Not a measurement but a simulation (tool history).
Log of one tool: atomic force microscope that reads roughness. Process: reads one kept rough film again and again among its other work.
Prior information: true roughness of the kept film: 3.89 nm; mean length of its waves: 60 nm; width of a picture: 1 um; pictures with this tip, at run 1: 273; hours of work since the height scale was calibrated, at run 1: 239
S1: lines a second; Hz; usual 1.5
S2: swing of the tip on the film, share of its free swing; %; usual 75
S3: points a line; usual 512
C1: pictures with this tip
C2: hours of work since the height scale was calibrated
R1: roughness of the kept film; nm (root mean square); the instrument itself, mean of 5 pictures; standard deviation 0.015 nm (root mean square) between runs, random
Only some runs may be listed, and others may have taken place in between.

Run 1, hour 0: usual settings; C1 273; C2 239. Result: R1 3.579 nm (root mean square).
Run 2, hour 7.1: usual settings; C1 285; C2 243. Result: R1 3.541 nm (root mean square).
Run 3, hour 14.6: usual settings; C1 297; C2 248. Result: R1 3.572 nm (root mean square).
Run 4, hour 22.7: usual settings but S3 824; C1 311; C2 253. Result: R1 3.559 nm (root mean square).
Run 5, hour 36.3: usual settings but S3 824; C1 334; C2 262. Result: R1 3.56 nm (root mean square).
Run 6, hour 44.2: usual settings but S3 824; C1 347; C2 267. Result: R1 3.571 nm (root mean square).
Run 7, hour 51.6: usual settings but S3 824; C1 360; C2 272. Result: R1 3.585 nm (root mean square).
Run 8, hour 59.8: usual settings but S2 80 %; C1 373; C2 277. Result: R1 3.543 nm (root mean square).
At hour 61.6: new tip fitted.
Run 9, hour 69: usual settings but S2 61 %; C1 13; C2 283. Result: R1 3.653 nm (root mean square).
Run 10, hour 82.8: usual settings but S2 61 %; C1 36; C2 292. Result: R1 3.675 nm (root mean square).
Run 11, hour 88.6: usual settings but S2 61 %; C1 46; C2 295. Result: R1 3.657 nm (root mean square).
Run 12, hour 102.1: usual settings; C1 69; C2 304. Result: R1 3.586 nm (root mean square).
Run 13, hour 110.5: usual settings but S2 71 %; C1 83; C2 309. Result: R1 3.591 nm (root mean square).
Run 14, hour 124.7: usual settings but S2 82 %; C1 106; C2 318. Result: R1 3.512 nm (root mean square).
Run 15, hour 130.9: usual settings; C1 117; C2 322. Result: R1 3.542 nm (root mean square).
Run 16, hour 139.9: usual settings; C1 132; C2 328. Result: R1 3.581 nm (root mean square).
Run 17, hour 145.9: usual settings but S1 2.3 Hz, S3 812; C1 142; C2 332. Result: R1 3.476 nm (root mean square).
Run 18, hour 152.5: usual settings but S2 82 %, S3 786; C1 153; C2 336. Result: R1 3.514 nm (root mean square).
Run 19, hour 164.9: usual settings but S2 76 %; C1 174; C2 344. Result: R1 3.561 nm (root mean square).

Predict the results of run 20:
Run 20, hour 177.5: usual settings but S1 3.44 Hz; C1 195; C2 352. Result: R1 ?.

R1: 3.413 nm (root mean square)
The same run, on a tool lacking any hidden state, would have yielded R1 3.419 nm (root mean square).
